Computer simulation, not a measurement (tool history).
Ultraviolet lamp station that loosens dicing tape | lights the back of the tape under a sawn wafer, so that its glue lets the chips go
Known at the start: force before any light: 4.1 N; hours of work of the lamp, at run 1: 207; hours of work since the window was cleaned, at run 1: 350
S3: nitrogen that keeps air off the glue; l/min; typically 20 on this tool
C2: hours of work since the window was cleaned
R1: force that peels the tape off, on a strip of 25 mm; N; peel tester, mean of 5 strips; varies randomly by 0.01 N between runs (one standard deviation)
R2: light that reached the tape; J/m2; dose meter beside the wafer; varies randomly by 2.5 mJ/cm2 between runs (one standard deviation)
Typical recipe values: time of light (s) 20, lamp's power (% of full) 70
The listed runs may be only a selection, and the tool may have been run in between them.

Run 1, hour 0.0: usual settings; hours of work of the lamp 207; C2 350. Result: R1 0.717 N, R2 2180 J/m2.
Run 2, hour 6.2: usual settings; hours of work of the lamp 210; C2 354. Result: R1 0.742 N, R2 2210 J/m2.
Run 3, hour 13.4: usual settings but time of light (s) 18; hours of work of the lamp 214; C2 357. Result: R1 0.840 N, R2 1960 J/m2.
Run 4, hour 25.9: usual settings but lamp's power (% of full) 61; hours of work of the lamp 221; C2 364. Result: R1 0.896 N, R2 1910 J/m2.
Run 5, hour 34.8: usual settings; hours of work of the lamp 226; C2 369. Result: R1 0.715 N, R2 2250 J/m2.
Run 6, hour 43.3: usual settings; hours of work of the lamp 230; C2 373. Result: R1 0.723 N, R2 2180 J/m2.
Run 7, hour 50.4: usual settings but lamp's power (% of full) 65; hours of work of the lamp 234; C2 377. Result: R1 0.802 N, R2 2020 J/m2.
Run 8, hour 59.2: usual settings; hours of work of the lamp 238; C2 381. Result: R1 0.704 N, R2 2170 J/m2.
At hour 62.9: window cleaned of glue's vapour.
Run 9, hour 70.6: usual settings; hours of work of the lamp 244; C2 4. Result: R1 0.885 N, R2 1910 J/m2.
Run 10, hour 77.8: usual settings; hours of work of the lamp 248; C2 8. Result: R1 0.862 N, R2 1970 J/m2.
Run 11, hour 86.9: usual settings; hours of work of the lamp 253; C2 13. Result: R1 0.890 N, R2 1900 J/m2.
Run 12, hour 96.3: usual settings; hours of work of the lamp 258; C2 18. Result: R1 0.917 N, R2 1920 J/m2.
Run 13, hour 103.1: usual settings but time of light (s) 12, lamp's power (% of full) 81; hours of work of the lamp 261; C2 21. Result: R1 1.420 N, R2 1290 J/m2.
Run 14, hour 110.2: usual settings but time of light (s) 12, lamp's power (% of full) 81; hours of work of the lamp 265; C2 25. Result: R1 1.420 N, R2 1280 J/m2.
At hour 115.2: window cleaned of glue's vapour, once more.
Run 15, hour 117.2: usual settings but lamp's power (% of full) 85; hours of work of the lamp 268; C2 1. Result: R1 0.359 N, R2 3090 J/m2.
Run 16, hour 129.5: usual settings but lamp's power (% of full) 85; hours of work of the lamp 275; C2 8. Result: R1 0.377 N, R2 3130 J/m2.
Run 17, hour 135.5: usual settings but time of light (s) 12, lamp's power (% of full) 74, S3 35 l/min; hours of work of the lamp 278; C2 11. Result: R1 0.892 N, R2 1630 J/m2.
Run 18, hour 141.8: usual settings but time of light (s) 26, lamp's power (% of full) 90; hours of work of the lamp 281; C2 14. Result: R1 0.180 N, R2 4310 J/m2.
Run 19, hour 155.5: usual settings but time of light (s) 26, lamp's power (% of full) 74; hours of work of the lamp 289; C2 21. Result: R1 0.285 N, R2 3460 J/m2.
Run 20, hour 169.1: usual settings but time of light (s) 11, lamp's power (% of full) 74; hours of work of the lamp 296; C2 28. Result: R1 1.287 N, R2 1480 J/m2.
Run 21, hour 181.8: usual settings but lamp's power (% of full) 78; hours of work of the lamp 302; C2 35. Result: R1 0.453 N, R2 2810 J/m2.
Run 22, hour 188.5: usual settings but lamp's power (% of full) 83, S3 10 l/min; hours of work of the lamp 306; C2 39. Result: R1 0.634 N, R2 3000 J/m2.
Run 23, hour 195.8: usual settings but time of light (s) 12, lamp's power (% of full) 80, S3 9 l/min; hours of work of the lamp 310; C2 42. Result: R1 1.445 N, R2 1720 J/m2.
Run 24, hour 205.9: usual settings but time of light (s) 16, lamp's power (% of full) 86; hours of work of the lamp 315; C2 48. Result: R1 0.563 N, R2 2440 J/m2.

Some steps in R1 between neighbouring runs. How much of each would the tool show without its hidden state too (settings, what came in, random variation), and how much is left for the hidden state, with any gauge scatter that isn't in both results?
Hidden conditions of the tool in this case: lamp's light, % of a new lamp's; light that the window lets through, % of a clean one's; drift of the gauge itself on peel_n, %; drift of the gauge itself on dose_mj_cm2, %.
Run 8 -> 9: window cleaned of glue's vapour. R1 +0.181 N: hidden state +0.161, all else +0.020.
Run 14 -> 15: time of light (s) 12 -> 20, lamp's power (% of full) 81 -> 85, window cleaned of glue's vapour, once more. R1 -1.061 N: hidden state -0.504, all else -0.557.
Run 19 -> 20: time of light (s) 26 -> 11. R1 +1.002 N: hidden state +0.106, all else +0.896.

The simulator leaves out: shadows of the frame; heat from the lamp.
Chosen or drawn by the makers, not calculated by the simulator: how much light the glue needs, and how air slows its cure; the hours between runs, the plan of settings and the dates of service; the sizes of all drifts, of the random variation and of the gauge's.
